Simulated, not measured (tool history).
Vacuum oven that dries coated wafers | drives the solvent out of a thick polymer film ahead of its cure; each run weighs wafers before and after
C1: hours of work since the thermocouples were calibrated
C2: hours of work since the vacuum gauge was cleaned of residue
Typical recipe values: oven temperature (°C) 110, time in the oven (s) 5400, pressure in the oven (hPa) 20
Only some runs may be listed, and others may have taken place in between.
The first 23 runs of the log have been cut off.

Run 24, hour 236.4: usual settings but pressure in the oven (hPa) 32.4; C1 465; C2 177. Result: solvent left in the film (%) 2.79.
Run 25, hour 243: usual settings but oven temperature (°C) 111, time in the oven (s) 8280, pressure in the oven (hPa) 12.7; C1 469; C2 180. Result: solvent left in the film (%) 0.97.
Run 26, hour 250.8: usual settings but oven temperature (°C) 108, time in the oven (s) 6900, pressure in the oven (hPa) 43.8; C1 473; C2 184. Result: solvent left in the film (%) 3.56.
Run 27, hour 259: usual settings but oven temperature (°C) 120, time in the oven (s) 9300, pressure in the oven (hPa) 39.1; C1 477; C2 188. Result: solvent left in the film (%) 2.
Run 28, hour 266.7: usual settings but oven temperature (°C) 117, time in the oven (s) 4200, pressure in the oven (hPa) 39.1; C1 481; C2 192. Result: solvent left in the film (%) 2.43.
Run 29, hour 279.3: usual settings but oven temperature (°C) 105, time in the oven (s) 7020, pressure in the oven (hPa) 14.5; C1 487; C2 199. Result: solvent left in the film (%) 1.91.
Run 30, hour 286.1: usual settings but oven temperature (°C) 103, time in the oven (s) 4980, pressure in the oven (hPa) 48.7; C1 491; C2 202. Result: solvent left in the film (%) 6.09.
Run 31, hour 297.8: usual settings but oven temperature (°C) 124, time in the oven (s) 8940, pressure in the oven (hPa) 30; C1 497; C2 208. Result: solvent left in the film (%) 1.4.
Run 32, hour 310.3: usual settings but oven temperature (°C) 124, time in the oven (s) 5700, pressure in the oven (hPa) 13.9; C1 503; C2 215. Result: solvent left in the film (%) 0.66.
Run 33, hour 325.1: usual settings but oven temperature (°C) 124, time in the oven (s) 5700, pressure in the oven (hPa) 13.9; C1 511; C2 222. Result: solvent left in the film (%) 0.57.
Run 34, hour 333.8: usual settings but oven temperature (°C) 98, time in the oven (s) 5520, pressure in the oven (hPa) 54.5; C1 515; C2 227. Result: solvent left in the film (%) 7.85.
Run 35, hour 343.2: usual settings but oven temperature (°C) 118, time in the oven (s) 5520, pressure in the oven (hPa) 25.9; C1 520; C2 231. Result: solvent left in the film (%) 1.45.
Run 36, hour 356.4: usual settings but oven temperature (°C) 104, time in the oven (s) 7860, pressure in the oven (hPa) 73; C1 527; C2 238. Result: solvent left in the film (%) 6.75.
Run 37, hour 368: usual settings but oven temperature (°C) 108, time in the oven (s) 4560, pressure in the oven (hPa) 67; C1 533; C2 244. Result: solvent left in the film (%) 6.
Run 38, hour 374.7: usual settings but oven temperature (°C) 95, time in the oven (s) 4560, pressure in the oven (hPa) 76; C1 536; C2 248. Result: solvent left in the film (%) 11.57.
Run 39, hour 386.5: usual settings but oven temperature (°C) 108, time in the oven (s) 8580, pressure in the oven (hPa) 76; C1 542; C2 254. Result: solvent left in the film (%) 5.82.
Run 40, hour 392.8: usual settings but oven temperature (°C) 108, time in the oven (s) 3360, pressure in the oven (hPa) 23.5; C1 545; C2 257. Result: solvent left in the film (%) 4.
Run 41, hour 400.8: usual settings but oven temperature (°C) 108, time in the oven (s) 3360, pressure in the oven (hPa) 23.5; C1 550; C2 261. Result: solvent left in the film (%) 4.08.
Run 42, hour 415.6: usual settings but oven temperature (°C) 125, time in the oven (s) 5640, pressure in the oven (hPa) 63.9; C1 557; C2 269. Result: solvent left in the film (%) 2.79.
Run 43, hour 427.5: usual settings but oven temperature (°C) 125, time in the oven (s) 5640, pressure in the oven (hPa) 63.9; C1 563; C2 275. Result: solvent left in the film (%) 2.77.
Run 44, hour 436.9: usual settings but oven temperature (°C) 121, time in the oven (s) 5640, pressure in the oven (hPa) 76.2; C1 568; C2 279. Result: solvent left in the film (%) 3.51.
Run 45, hour 445.1: usual settings but oven temperature (°C) 121, time in the oven (s) 3180, pressure in the oven (hPa) 69.5; C1 572; C2 284. Result: solvent left in the film (%) 3.69.

Forecast run 46:
Run 46, hour 459.8: usual settings but oven temperature (°C) 103, time in the oven (s) 3180, pressure in the oven (hPa) 69.5; C1 580; C2 291. Result: solvent left in the film (%) ?.

Run 46 gave solvent left in the film (%) 9.05.
With no hidden state in the tool, this same run would have given solvent left in the film (%) 8.81.
